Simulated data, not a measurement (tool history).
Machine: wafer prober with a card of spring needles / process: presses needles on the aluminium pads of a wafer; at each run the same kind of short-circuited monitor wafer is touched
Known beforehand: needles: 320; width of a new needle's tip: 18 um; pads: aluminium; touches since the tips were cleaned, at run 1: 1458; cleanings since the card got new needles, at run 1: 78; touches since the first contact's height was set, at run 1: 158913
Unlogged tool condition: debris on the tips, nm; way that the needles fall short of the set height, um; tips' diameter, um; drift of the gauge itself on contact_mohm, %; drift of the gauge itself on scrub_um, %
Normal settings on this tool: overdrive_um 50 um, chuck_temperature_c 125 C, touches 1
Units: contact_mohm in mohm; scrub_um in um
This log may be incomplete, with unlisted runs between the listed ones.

run,day,overdrive_um,chuck_temperature_c,touches,touches since the tips were cleaned,cleanings since the card got new needles,touches since the first contact's height was set,contact_mohm,scrub_um
1,0,50,125,1,1458,78,158913,269,8.31
# day 0.042: tips cleaned on abrasive film
# day 0.267: tips cleaned on abrasive film
2,0.321,50,125,1,454,80,161566,251,7.49
# day 0.5: tips cleaned on abrasive film
3,0.542,50,125,1,371,81,163406,247,7.8
# day 0.729: tips cleaned on abrasive film
# day 0.946: tips cleaned on abrasive film
4,0.967,50,125,1,167,83,166912,238,7.69
# day 1.15: tips cleaned on abrasive film
5,1.279,50,125,1,1074,84,169518,269,7.67
# day 1.371: tips cleaned on abrasive film
# day 1.592: tips cleaned on abrasive film
6,1.758,50,125,1,1402,86,173526,281,7.67
# day 1.808: tips cleaned on abrasive film
# day 2.042: tips cleaned on abrasive film
7,2.175,50,73,1,1124,88,176966,271,7.58
# day 2.25: tips cleaned on abrasive film
# day 2.475: tips cleaned on abrasive film
8,2.671,50,80,1,1677,90,181126,292,7.55
# day 2.725: tips cleaned on abrasive film
# day 2.912: tips cleaned on abrasive film, once more
9,3.008,31,80,1,833,92,183912,354,4.06
# day 3.117: tips cleaned on abrasive film
# day 3.338: tips cleaned on abrasive film
10,3.429,31,80,1,773,94,187387,347,4.33
# day 3.55: tips cleaned on abrasive film
11,3.729,50,125,1,1515,95,189893,282,7.39
# day 3.762: tips cleaned on abrasive film
# day 4: tips cleaned on abrasive film
12,4.042,50,125,1,337,97,192464,248,7.53
# day 4.242: tips cleaned on abrasive film
# day 4.462: tips cleaned on abrasive film
13,4.5,50,125,1,315,99,196270,250,7.62
# day 4.675: tips cleaned on abrasive film
# day 4.879: tips cleaned on abrasive film
14,4.958,50,64,1,679,101,200113,256,7.17
# day 5.104: tips cleaned on abrasive film
15,5.204,50,125,1,845,102,202127,270,7.26

Estimate the outcome of run 16 from the log above:
# day 5.317: tips cleaned on abrasive film
# day 5.558: tips cleaned on abrasive film
16,5.704,50,125,2,1227,104,206305,?,?

contact_mohm: 266 mohm
scrub_um: 7.56 um
Take away the tool's hidden state, keep the run-to-run variation as it was, and the same run would have given contact_mohm 223 mohm, scrub_um 9.08 um.
